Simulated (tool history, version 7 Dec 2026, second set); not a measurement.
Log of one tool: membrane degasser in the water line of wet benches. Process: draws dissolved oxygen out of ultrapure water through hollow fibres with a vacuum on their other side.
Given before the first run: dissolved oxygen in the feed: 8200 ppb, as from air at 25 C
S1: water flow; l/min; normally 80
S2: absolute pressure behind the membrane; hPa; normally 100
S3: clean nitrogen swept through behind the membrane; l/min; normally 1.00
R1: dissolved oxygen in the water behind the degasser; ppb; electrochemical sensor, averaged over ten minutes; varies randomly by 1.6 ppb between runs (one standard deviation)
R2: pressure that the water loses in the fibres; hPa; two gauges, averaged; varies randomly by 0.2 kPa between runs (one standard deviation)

run   hour  S1   S2    S3      R1     R2
  1    0.0  80  100  1.00   849.0  548.8
  2   83.3  80  197  1.00  1852.1  549.5
  3  130.7  80  197  1.00  1861.1  552.1
  4  186.1  80  197  1.00  1856.0  550.6
  5  289.2  80  197  1.00  1852.5  553.4
  6  350.1  99  100  1.00   970.7  682.9
  7  403.1  99  100  1.19   875.2  679.4
     468.8  -- seals of the vacuum lines changed
  8  489.7  99  100  1.19   876.0  684.0
  9  591.5  80  100  1.00   849.4  550.1
 10  665.6  80  100  1.00   851.3  549.5
 11  778.8  80  100  1.00   851.4  549.7

Forecast run 12:
 12  878.3  48  135  2.07   ?   ?

R1: 498.5 ppb
R2: 330.6 hPa
On a tool with no hidden condition, and with the same random variation, this run would have come out at R1 498.4 ppb, R2 330.6 hPa.
